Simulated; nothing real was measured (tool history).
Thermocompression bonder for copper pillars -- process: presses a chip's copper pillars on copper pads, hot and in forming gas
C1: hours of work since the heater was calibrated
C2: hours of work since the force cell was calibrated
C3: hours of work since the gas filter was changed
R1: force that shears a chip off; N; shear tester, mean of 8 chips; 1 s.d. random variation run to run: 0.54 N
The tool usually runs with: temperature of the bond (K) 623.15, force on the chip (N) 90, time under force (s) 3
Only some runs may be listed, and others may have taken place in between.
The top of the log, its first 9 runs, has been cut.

run 10 hour=53.4 | temperature_of_the_bond_(K)=623.15 force_on_the_chip_(N)=90 time_under_force_(s)=7 | C1=257 C2=123 C3=6 | R1=88.2
run 11 hour=57.7 | temperature_of_the_bond_(K)=623.15 force_on_the_chip_(N)=90 time_under_force_(s)=7 | C1=259 C2=125 C3=8 | R1=87.2
run 12 hour=61.8 | temperature_of_the_bond_(K)=623.15 force_on_the_chip_(N)=90 time_under_force_(s)=3 | C1=261 C2=127 C3=10 | R1=71
run 13 hour=69 | temperature_of_the_bond_(K)=623.15 force_on_the_chip_(N)=90 time_under_force_(s)=3 | C1=265 C2=131 C3=14 | R1=71.7
run 14 hour=74.7 | temperature_of_the_bond_(K)=623.15 force_on_the_chip_(N)=90 time_under_force_(s)=3 | C1=267 C2=133 C3=17 | R1=71.5
run 15 hour=83.5 | temperature_of_the_bond_(K)=623.15 force_on_the_chip_(N)=90 time_under_force_(s)=3 | C1=272 C2=138 C3=21 | R1=71.1
run 16 hour=88.4 | temperature_of_the_bond_(K)=623.15 force_on_the_chip_(N)=90 time_under_force_(s)=3 | C1=274 C2=140 C3=23 | R1=71.1
run 17 hour=95.1 | temperature_of_the_bond_(K)=623.15 force_on_the_chip_(N)=90 time_under_force_(s)=3 | C1=277 C2=143 C3=27 | R1=71
run 18 hour=101.8 | temperature_of_the_bond_(K)=623.15 force_on_the_chip_(N)=90 time_under_force_(s)=3 | C1=281 C2=147 C3=30 | R1=72.1
run 19 hour=110.8 | temperature_of_the_bond_(K)=623.15 force_on_the_chip_(N)=90 time_under_force_(s)=2 | C1=285 C2=151 C3=34 | R1=61.2
run 20 hour=120 | temperature_of_the_bond_(K)=623.15 force_on_the_chip_(N)=90 time_under_force_(s)=2 | C1=289 C2=155 C3=39 | R1=62.8
run 21 hour=128.6 | temperature_of_the_bond_(K)=628.15 force_on_the_chip_(N)=106 time_under_force_(s)=2 | C1=294 C2=160 C3=43 | R1=72.5
run 22 hour=137.5 | temperature_of_the_bond_(K)=597.15 force_on_the_chip_(N)=71 time_under_force_(s)=6 | C1=298 C2=164 C3=47 | R1=62.8

Run 23 comes next. What will it give?
run 23 hour=144.5 | temperature_of_the_bond_(K)=597.15 force_on_the_chip_(N)=71 time_under_force_(s)=6 | C1=301 C2=167 C3=51 | R1=?

R1: 62.9 N
On a tool with no hidden condition, and with the same random variation, this run would have come out at R1 63.1 N.
